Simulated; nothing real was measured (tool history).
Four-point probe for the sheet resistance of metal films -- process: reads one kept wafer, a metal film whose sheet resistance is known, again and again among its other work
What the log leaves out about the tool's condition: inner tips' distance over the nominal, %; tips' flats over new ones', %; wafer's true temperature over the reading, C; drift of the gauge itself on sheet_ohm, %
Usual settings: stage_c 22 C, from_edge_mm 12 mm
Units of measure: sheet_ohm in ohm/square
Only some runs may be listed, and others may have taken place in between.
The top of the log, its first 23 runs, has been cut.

run     day  stage_c  from_edge_mm  touches since the probe head was changed  hours of work since the stage's thermometer was calibrated  sheet_ohm
 24  11.446       30            12                                     69895                                                         136   8.781976
 25  11.992       25            10                                     70363                                                         141   8.842545
     12.354  -- new probe head fitted
 26  12.729       32             6                                       324                                                         148   8.837353
 27  13.104       29            23                                       647                                                         152   8.815381
 28  13.404       28            21                                       904                                                         155   8.826799
 29  13.988       28             4                                      1407                                                         161   8.942016
 30  14.538       29            24                                      1880                                                         167   8.815973
 31  14.950       28            14                                      2238                                                         171   8.831095
 32  15.267       30             4                                      2511                                                         174   8.919081
 33  15.921       22            36                                      3072                                                         180   8.886574
 34  16.333       22            36                                      3428                                                         185   8.885006

Forecast each of these 4 alternatives for the next run:
  A  16.879       27            46                                      3899                                                         190          ?
  B  16.879       35             4                                      3899                                                         190          ?
  C  16.879       23            17                                      3899                                                         190          ?
  D  16.879       22            20                                      3899                                                         190          ?

run  sheet_ohm
  A   8.829839
  B   8.868905
  C   8.882053
  D   8.890347
What these runs would have given with no unlogged condition in the tool:
run  sheet_ohm
  A   8.848022
  B   8.887141
  C   8.900347
  D   8.908659

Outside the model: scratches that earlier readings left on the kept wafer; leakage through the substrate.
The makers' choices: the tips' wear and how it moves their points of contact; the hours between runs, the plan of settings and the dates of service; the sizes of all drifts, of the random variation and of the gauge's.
